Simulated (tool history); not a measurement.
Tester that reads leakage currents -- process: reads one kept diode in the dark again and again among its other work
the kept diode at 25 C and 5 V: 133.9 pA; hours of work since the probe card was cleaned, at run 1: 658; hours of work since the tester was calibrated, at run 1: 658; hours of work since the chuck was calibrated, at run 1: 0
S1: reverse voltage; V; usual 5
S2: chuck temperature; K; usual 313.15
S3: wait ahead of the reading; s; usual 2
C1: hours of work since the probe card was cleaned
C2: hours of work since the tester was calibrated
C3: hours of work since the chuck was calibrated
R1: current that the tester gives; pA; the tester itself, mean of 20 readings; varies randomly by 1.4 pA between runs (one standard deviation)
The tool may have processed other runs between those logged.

run 1 day=0 | S1=5 S2=313.15 S3=2 | C1=658 C2=658 C3=0 | R1=485.06
run 2 day=9.888 | S1=5 S2=313.15 S3=2 | C1=823 C2=823 C3=165 | R1=482.35
run 3 day=15.792 | S1=5 S2=313.15 S3=4.64 | C1=921 C2=921 C3=263 | R1=477.85
run 4 day=27.879 | S1=5 S2=313.15 S3=4.64 | C1=1123 C2=1123 C3=464 | R1=471.22
run 5 day=34.654 | S1=5 S2=313.15 S3=2 | C1=1235 C2=1235 C3=577 | R1=469.39
-- day=39.904 probe card cleaned and baked
run 6 day=45.867 | S1=5 S2=313.15 S3=2 | C1=99 C2=1420 C3=762 | R1=459.57
run 7 day=52.783 | S1=5 S2=313.15 S3=2 | C1=215 C2=1535 C3=877 | R1=455.71
run 8 day=58.412 | S1=5 S2=313.15 S3=2 | C1=308 C2=1629 C3=971 | R1=452.43
-- day=59.746 chuck's temperature calibrated
run 9 day=70.725 | S1=5 S2=313.15 S3=2 | C1=512 C2=1833 C3=183 | R1=475.8
run 10 day=81.254 | S1=5 S2=313.15 S3=2 | C1=687 C2=2008 C3=358 | R1=471.13
run 11 day=91.542 | S1=5 S2=313.15 S3=1.66 | C1=859 C2=2180 C3=530 | R1=465.14
run 12 day=97.05 | S1=5 S2=313.15 S3=6.83 | C1=951 C2=2271 C3=621 | R1=462.64
run 13 day=102.175 | S1=5 S2=313.15 S3=6.83 | C1=1036 C2=2357 C3=707 | R1=459.41
run 14 day=108.55 | S1=5 S2=313.15 S3=2 | C1=1142 C2=2463 C3=813 | R1=456.61
run 15 day=118.567 | S1=5 S2=313.15 S3=2 | C1=1309 C2=2630 C3=980 | R1=453.45
-- day=119.596 probe card cleaned and baked
-- day=119.679 chuck's temperature calibrated
run 16 day=128.283 | S1=5 S2=313.15 S3=2 | C1=143 C2=2788 C3=143 | R1=481.43
run 17 day=135.583 | S1=5 S2=313.15 S3=2 | C1=265 C2=2910 C3=265 | R1=481.1
run 18 day=143.988 | S1=5 S2=313.15 S3=2 | C1=405 C2=3050 C3=405 | R1=479.11
run 19 day=154.312 | S1=5 S2=313.15 S3=2 | C1=577 C2=3222 C3=577 | R1=469.51
run 20 day=161.212 | S1=5 S2=313.15 S3=2 | C1=692 C2=3337 C3=692 | R1=470.69
run 21 day=168.058 | S1=2.11 S2=316.15 S3=0.32 | C1=806 C2=3451 C3=806 | R1=384.65
-- day=179.2 chuck's temperature calibrated
run 22 day=179.304 | S1=2.11 S2=316.15 S3=0.32 | C1=992 C2=3637 C3=2 | R1=400.67
run 23 day=185.829 | S1=1.16 S2=301.15 S3=0.32 | C1=1101 C2=3746 C3=110 | R1=85.84
run 24 day=198.129 | S1=1.16 S2=301.15 S3=0.32 | C1=1305 C2=3950 C3=315 | R1=84.45
-- day=199.179 probe card cleaned and baked
run 25 day=204.567 | S1=1.06 S2=294.15 S3=5.02 | C1=90 C2=4056 C3=420 | R1=41.82
-- day=206.896 tester calibrated
run 26 day=215.854 | S1=5 S2=330.15 S3=5.66 | C1=276 C2=149 C3=607 | R1=1688.31
run 27 day=224.796 | S1=5 S2=330.15 S3=5.66 | C1=425 C2=298 C3=756 | R1=1658.43
run 28 day=233.592 | S1=5.73 S2=313.15 S3=0.65 | C1=572 C2=445 C3=903 | R1=480.87
-- day=239.496 chuck's temperature calibrated
run 29 day=241.358 | S1=5.73 S2=313.15 S3=0.65 | C1=700 C2=573 C3=31 | R1=516.17
run 30 day=248.617 | S1=8.65 S2=308.15 S3=1.39 | C1=821 C2=694 C3=152 | R1=422.68
run 31 day=253.829 | S1=8.65 S2=308.15 S3=1.39 | C1=908 C2=780 C3=239 | R1=420.44
run 32 day=263.871 | S1=10.1 S2=308.15 S3=0.83 | C1=1075 C2=948 C3=406 | R1=450.36
run 33 day=271.838 | S1=10.1 S2=308.15 S3=0.83 | C1=1208 C2=1080 C3=539 | R1=447.51
-- day=278.575 probe card cleaned and baked
run 34 day=281.592 | S1=4.2 S2=313.15 S3=1.12 | C1=50 C2=1241 C3=699 | R1=420.68
run 35 day=287.396 | S1=2.59 S2=318.15 S3=1.12 | C1=147 C2=1338 C3=796 | R1=487.29
run 36 day=296.596 | S1=10.6 S2=297.15 S3=6.23 | C1=300 C2=1491 C3=949 | R1=170.6
-- day=299.192 chuck's temperature calibrated
run 37 day=302.708 | S1=10.6 S2=297.15 S3=6.23 | C1=401 C2=1591 C3=59 | R1=184.92
run 38 day=313.633 | S1=14.09 S2=310.15 S3=6.18 | C1=583 C2=1773 C3=241 | R1=641.68
run 39 day=320.175 | S1=2.92 S2=324.15 S3=1.98 | C1=692 C2=1882 C3=350 | R1=859.47

Consider 3 possible next runs. They are alternatives, not a sequence: every one starts from the tool as it was left by run 39. What does each give?
run A day=332.217 | S1=19.96 S2=324.15 S3=3.48 | C1=892 C2=2083 C3=550 | R1=?
run B day=332.217 | S1=3.44 S2=300.15 S3=4.57 | C1=892 C2=2083 C3=550 | R1=?
run C day=332.217 | S1=5 S2=296.15 S3=0.85 | C1=892 C2=2083 C3=550 | R1=?

run=A R1=2243.84
run=B R1=131.39
run=C R1=113.74
Stripped of hidden state, with their random variation kept, the same runs would have yielded:
run=A R1=2269.92
run=B R1=132.02
run=C R1=112.96
